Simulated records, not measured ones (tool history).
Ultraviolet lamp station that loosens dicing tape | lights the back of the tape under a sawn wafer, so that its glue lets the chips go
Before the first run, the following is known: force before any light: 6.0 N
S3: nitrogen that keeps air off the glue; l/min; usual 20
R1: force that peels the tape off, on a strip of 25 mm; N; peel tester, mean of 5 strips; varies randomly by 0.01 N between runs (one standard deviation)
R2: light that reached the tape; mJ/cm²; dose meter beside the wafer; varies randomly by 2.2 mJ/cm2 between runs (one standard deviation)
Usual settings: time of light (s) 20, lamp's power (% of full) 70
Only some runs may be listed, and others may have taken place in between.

Run 1, day 0.000: usual settings. Result: R1 0.603 N, R2 154 mJ/cm².
Run 2, day 0.546: usual settings. Result: R1 0.636 N, R2 148 mJ/cm².
Run 3, day 1.062: usual settings. Result: R1 0.636 N, R2 149 mJ/cm².
Run 4, day 1.512: usual settings. Result: R1 0.621 N, R2 148 mJ/cm².
Run 5, day 2.088: usual settings. Result: R1 0.661 N, R2 150 mJ/cm².
Run 6, day 2.388: usual settings. Result: R1 0.673 N, R2 148 mJ/cm².
Run 7, day 2.788: usual settings. Result: R1 0.659 N, R2 149 mJ/cm².
Run 8, day 3.162: usual settings. Result: R1 0.675 N, R2 145 mJ/cm².
Run 9, day 3.742: usual settings. Result: R1 0.675 N, R2 151 mJ/cm².
Run 10, day 4.183: usual settings. Result: R1 0.680 N, R2 144 mJ/cm².
Run 11, day 4.479: usual settings. Result: R1 0.706 N, R2 146 mJ/cm².
Run 12, day 4.904: usual settings. Result: R1 0.685 N, R2 143 mJ/cm².
Run 13, day 5.371: usual settings. Result: R1 0.692 N, R2 144 mJ/cm².
Run 14, day 5.842: usual settings. Result: R1 0.694 N, R2 145 mJ/cm².
Run 15, day 6.167: usual settings but lamp's power (% of full) 73. Result: R1 0.640 N, R2 150 mJ/cm².
At day 6.242: window cleaned of glue's vapour.
Run 16, day 6.771: usual settings. Result: R1 0.799 N, R2 133 mJ/cm².
At day 7.067: window cleaned of glue's vapour, once more.
Run 17, day 7.304: usual settings. Result: R1 0.559 N, R2 161 mJ/cm².
Run 18, day 7.854: usual settings. Result: R1 0.580 N, R2 159 mJ/cm².
Run 19, day 8.142: usual settings. Result: R1 0.591 N, R2 158 mJ/cm².
Run 20, day 8.383: usual settings. Result: R1 0.558 N, R2 161 mJ/cm².
Run 21, day 8.658: usual settings but lamp's power (% of full) 87. Result: R1 0.366 N, R2 197 mJ/cm².
Run 22, day 9.183: usual settings but time of light (s) 23, lamp's power (% of full) 97. Result: R1 0.220 N, R2 253 mJ/cm².
Run 23, day 9.425: usual settings but time of light (s) 23, lamp's power (% of full) 97. Result: R1 0.209 N, R2 249 mJ/cm².
Run 24, day 9.875: usual settings but S3 14 l/min. Result: R1 0.759 N, R2 159 mJ/cm².
Run 25, day 10.150: usual settings but S3 17 l/min. Result: R1 0.672 N, R2 157 mJ/cm².
Run 26, day 10.396: usual settings but time of light (s) 13, lamp's power (% of full) 85, S3 16 l/min. Result: R1 1.067 N, R2 125 mJ/cm².
Run 27, day 10.646: usual settings but time of light (s) 15, lamp's power (% of full) 90, S3 16 l/min. Result: R1 0.756 N, R2 151 mJ/cm².
Run 28, day 10.996: usual settings but time of light (s) 15, lamp's power (% of full) 90, S3 21 l/min. Result: R1 0.623 N, R2 154 mJ/cm².
Run 29, day 11.462: usual settings but time of light (s) 18, lamp's power (% of full) 83, S3 7 l/min. Result: R1 1.092 N, R2 165 mJ/cm².
Run 30, day 11.942: usual settings but lamp's power (% of full) 93. Result: R1 0.343 N, R2 208 mJ/cm².
Run 31, day 12.258: usual settings but lamp's power (% of full) 93. Result: R1 0.349 N, R2 203 mJ/cm².
Run 32, day 12.592: usual settings but lamp's power (% of full) 93. Result: R1 0.346 N, R2 204 mJ/cm².
Run 33, day 12.988: usual settings but time of light (s) 11, lamp's power (% of full) 68, S3 10 l/min. Result: R1 2.322 N, R2 80 mJ/cm².
Run 34, day 13.346: usual settings but time of light (s) 12, lamp's power (% of full) 68, S3 9 l/min. Result: R1 2.138 N, R2 88 mJ/cm².
Run 35, day 13.892: usual settings but S3 19 l/min. Result: R1 0.655 N, R2 148 mJ/cm².
Run 36, day 14.150: usual settings but S3 19 l/min. Result: R1 0.651 N, R2 156 mJ/cm².
Run 37, day 14.458: usual settings but S3 19 l/min. Result: R1 0.708 N, R2 147 mJ/cm².
Run 38, day 14.779: usual settings but S3 19 l/min. Result: R1 0.680 N, R2 149 mJ/cm².
Run 39, day 15.171: usual settings but time of light (s) 12, S3 9 l/min. Result: R1 2.185 N, R2 92 mJ/cm².
Run 40, day 15.529: usual settings but time of light (s) 25, S3 15 l/min. Result: R1 0.525 N, R2 180 mJ/cm².
Run 41, day 15.954: usual settings but lamp's power (% of full) 82, S3 12 l/min. Result: R1 0.682 N, R2 172 mJ/cm².
Run 42, day 16.358: usual settings but lamp's power (% of full) 82, S3 12 l/min. Result: R1 0.713 N, R2 173 mJ/cm².

A few steps of R1 between consecutive runs. Split each: what settings, incoming material and random variation would produce without the hidden state, and what is left over for the hidden state, along with gauge scatter present in only one of the two compared results (measured, and without hidden state):
Unlogged tool condition in this case: lamp's light, % of a new lamp's; light that the window lets through, % of a clean one's; drift of the gauge itself on peel_n, %; drift of the gauge itself on dose_mj_cm2, %.
Run 16 -> 17: window cleaned of glue's vapour, once more. R1 -0.240 N: hidden state -0.228, all else -0.012.
Run 32 -> 33: time of light (s) 20 -> 11, lamp's power (% of full) 93 -> 68, S3 20 -> 10. R1 +1.976 N: hidden state +0.294, all else +1.682.
Run 38 -> 39: time of light (s) 20 -> 12, S3 19 -> 9. R1 +1.505 N: hidden state +0.213, all else +1.292.
Run 39 -> 40: time of light (s) 12 -> 25, S3 9 -> 15. R1 -1.660 N: hidden state -0.250, all else -1.410.
